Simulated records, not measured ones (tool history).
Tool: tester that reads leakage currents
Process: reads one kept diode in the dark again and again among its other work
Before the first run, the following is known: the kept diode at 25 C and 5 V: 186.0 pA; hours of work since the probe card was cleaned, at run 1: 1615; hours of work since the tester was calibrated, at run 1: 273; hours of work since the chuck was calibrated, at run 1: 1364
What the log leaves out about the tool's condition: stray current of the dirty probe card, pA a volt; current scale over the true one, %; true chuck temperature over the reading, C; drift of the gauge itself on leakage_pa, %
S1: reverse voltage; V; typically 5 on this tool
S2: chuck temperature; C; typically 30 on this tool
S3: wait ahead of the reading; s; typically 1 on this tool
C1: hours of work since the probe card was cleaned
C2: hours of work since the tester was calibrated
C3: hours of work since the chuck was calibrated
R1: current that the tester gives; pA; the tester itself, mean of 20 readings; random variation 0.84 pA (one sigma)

run 1 hour=0 | S1=5 S2=30 S3=1 | C1=1615 C2=273 C3=1364 | R1=254.01
run 2 hour=175 | S1=5 S2=30 S3=1 | C1=1745 C2=402 C3=1494 | R1=252.26
run 3 hour=259.8 | S1=5 S2=30 S3=1 | C1=1808 C2=465 C3=1556 | R1=252.63
-- hour=279.2 chuck's temperature calibrated
run 4 hour=379.2 | S1=5 S2=50 S3=1 | C1=1895 C2=552 C3=74 | R1=1042.13
run 5 hour=484.1 | S1=5 S2=50 S3=1 | C1=1973 C2=630 C3=152 | R1=1041.81
run 6 hour=577 | S1=5 S2=50 S3=1 | C1=2042 C2=699 C3=221 | R1=1037.36
run 7 hour=728.7 | S1=5 S2=37 S3=0.56 | C1=2154 C2=812 C3=333 | R1=391.61
run 8 hour=875.7 | S1=12.6 S2=39 S3=1 | C1=2263 C2=921 C3=442 | R1=679.09
run 9 hour=1006.4 | S1=9.76 S2=30 S3=1.17 | C1=2360 C2=1017 C3=539 | R1=299.33
-- hour=1101.9 chuck's temperature calibrated, once more
run 10 hour=1145.1 | S1=9.76 S2=30 S3=1.17 | C1=2462 C2=1119 C3=32 | R1=387.8

Selected run-to-run steps in R1, each split into two signed amounts: the part the tool would show with no hidden state at all (from settings, incoming material and random variation), and the remainder, which goes to the hidden state together with any gauge scatter not common to the measured and the hidden-state-free results:
Run 3 -> 4: S2 30 -> 50, chuck's temperature calibrated. R1 +789.5 pA: hidden state -182.3, all else +971.8.
